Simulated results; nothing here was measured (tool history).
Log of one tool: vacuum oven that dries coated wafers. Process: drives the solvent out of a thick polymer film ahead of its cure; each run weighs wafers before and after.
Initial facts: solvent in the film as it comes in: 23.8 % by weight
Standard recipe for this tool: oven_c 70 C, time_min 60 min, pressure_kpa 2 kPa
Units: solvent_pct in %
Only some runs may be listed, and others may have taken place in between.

run	hour	oven_c	time_min	pressure_kpa	solvent_pct
1	0	70	60	2	3.69
2	5.4	74	60	2	2.78
3	17	69	60	2	3.95
4	27.1	70	62	2	3.61
5	33.1	70	62	2	3.64
6	39.9	70	60	1.49	3.5
7	45.2	70	60	1.49	3.55
8	52.5	66	60	1.49	4.65
9	63.6	70	53	2	4.38
10	68.9	70	53	2	4.42
11	75.7	70	60	2	3.74
12	85	70	60	2	3.75
13	96.4	70	60	2	3.79
14	105.3	70	60	2	3.82
# hour 107.6: vacuum gauge cleaned of residue and calibrated
15	113.3	70	60	2	3.85
16	124.1	70	60	2	3.77
17	129.8	70	60	2	3.87
# hour 134.1: vacuum gauge cleaned of residue and calibrated, once more
18	142.3	68	57	3.01	5.1
19	151.1	56	43	1.95	10.57
20	162.1	56	43	1.95	10.45
21	167.8	56	43	1.95	10.62
22	173.5	56	47	1.1	9.33
23	178.8	56	47	1.1	9.25
24	187.1	60	47	4.03	9.76
25	196	68	47	7.3	8.45
26	205.3	68	47	7.3	8.41
27	215.1	68	47	7.3	8.28
28	220.2	70	74	2	2.81
29	230.5	70	74	2	2.78
30	239.8	81	84	3.18	1.38
31	246.7	65	49	1.16	6.05
32	257.7	62	60	5.44	8.48
33	269.1	62	60	5.44	8.42

Selected run-to-run steps in solvent_pct, each split into two signed amounts: the part the tool would show with no hidden state at all (from settings, incoming material and random variation), and the remainder, which goes to the hidden state together with any gauge scatter not common to the measured and the hidden-state-free results:
Hidden state present: true wafer temperature over the reading, C; true pressure over the reading, kPa; drift of the gauge itself on solvent_pct, %.
Run 14 -> 15: vacuum gauge cleaned of residue and calibrated. solvent_pct +0.03 %: hidden state +0.03, all else +0.
Run 17 -> 18: oven_c 70 -> 68, time_min 60 -> 57, pressure_kpa 2 -> 3.01, vacuum gauge cleaned of residue and calibrated, once more. solvent_pct +1.23 %: hidden state -0.1, all else +1.33.
Run 18 -> 19: oven_c 68 -> 56, time_min 57 -> 43, pressure_kpa 3.01 -> 1.95. solvent_pct +5.47 %: hidden state +0.01, all else +5.46.
Run 27 -> 28: oven_c 68 -> 70, time_min 47 -> 74, pressure_kpa 7.3 -> 2. solvent_pct -5.47 %: hidden state -0.03, all else -5.44.
Run 30 -> 31: oven_c 81 -> 65, time_min 84 -> 49, pressure_kpa 3.18 -> 1.16. solvent_pct +4.67 %: hidden state +0.04, all else +4.63.

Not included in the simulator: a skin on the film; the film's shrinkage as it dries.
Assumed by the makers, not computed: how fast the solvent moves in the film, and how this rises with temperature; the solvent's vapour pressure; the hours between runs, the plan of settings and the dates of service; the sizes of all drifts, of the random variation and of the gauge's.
